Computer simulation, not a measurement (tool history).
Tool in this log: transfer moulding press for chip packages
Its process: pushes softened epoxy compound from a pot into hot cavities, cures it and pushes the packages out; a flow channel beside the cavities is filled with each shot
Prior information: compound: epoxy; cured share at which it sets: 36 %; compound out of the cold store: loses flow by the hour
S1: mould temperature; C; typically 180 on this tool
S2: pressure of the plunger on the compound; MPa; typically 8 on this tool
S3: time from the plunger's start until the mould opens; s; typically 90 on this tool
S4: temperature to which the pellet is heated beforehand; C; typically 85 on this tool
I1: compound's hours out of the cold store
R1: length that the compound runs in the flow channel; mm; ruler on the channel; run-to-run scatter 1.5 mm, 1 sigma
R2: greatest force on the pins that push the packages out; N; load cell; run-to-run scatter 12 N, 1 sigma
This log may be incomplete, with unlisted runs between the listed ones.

run,hour,S1,S2,S3,S4,I1,R1,R2
1,0,180,8,90,85,29.2,541,658
2,14.2,180,8,90,85,45.5,500,680
3,31.9,173,8,90,85,40.5,532,1222
4,45.6,187,8,90,85,12.2,560,568
# hour 53.5: cavities cleaned with cleaning compound and waxed
5,63.3,187,8,90,87,24.4,526,660
6,81.7,180,8,90,85,27.3,540,928
7,92.7,180,8,90,85,9.3,587,996
8,104.7,180,8,90,85,30.2,529,943
# hour 108.4: plunger's sealing rings changed
# hour 116.6: cavities cleaned with cleaning compound and waxed, once more
9,131.1,180,8,90,85,29.8,553,656
10,144.9,180,8,90,85,19.2,583,701
11,165.6,180,8,90,85,25.9,564,760
# hour 183.3: cavities cleaned with cleaning compound and waxed
12,190,180,8,90,85,40.7,524,598
13,213.9,180,8,90,85,41.9,521,681
14,225.2,180,8,90,85,17,584,760
15,243.3,180,8,90,85,46.5,509,750
# hour 250: cavities cleaned with cleaning compound and waxed
16,268.3,180,8,90,85,14.8,588,714
17,284.5,177,9.7,124,81,45.8,570,510
18,304.3,177,9.7,124,81,10.9,674,580
# hour 317.2: cavities cleaned with cleaning compound and waxed
19,327.9,187,9.7,125,76,26.6,589,451
20,340,187,7.74,125,76,11.5,563,476
21,349.8,177,6.95,90,88,47.5,475,841
22,369.3,185,6.15,112,93,13.6,498,517
# hour 384.8: cavities cleaned with cleaning compound and waxed
23,394.7,180,6.73,74,75,40.8,473,1080
24,404.6,186,8.48,87,79,12.1,587,560
25,421.5,184,7.37,90,85,44.7,474,560
26,434.2,186,7.02,92,79,47.1,455,547
# hour 451.2: cavities cleaned with cleaning compound and waxed
27,459.1,180,8,90,95,37.3,520,604
28,474.5,180,8,90,95,18,565,705

Here are 3 independent what-if runs from the current tool condition. What would each one return?
A,489.8,180,9.96,75,95,24.5,?,?
B,489.8,180,6.32,90,95,14.6,?,?
C,489.8,180,6.1,94,91,47.6,?,?

run,R1,R2
A,615,1159
B,512,763
C,432,641
With no hidden state in the tool, these same runs would have given:
run,R1,R2
A,637,933
B,531,616
C,448,522
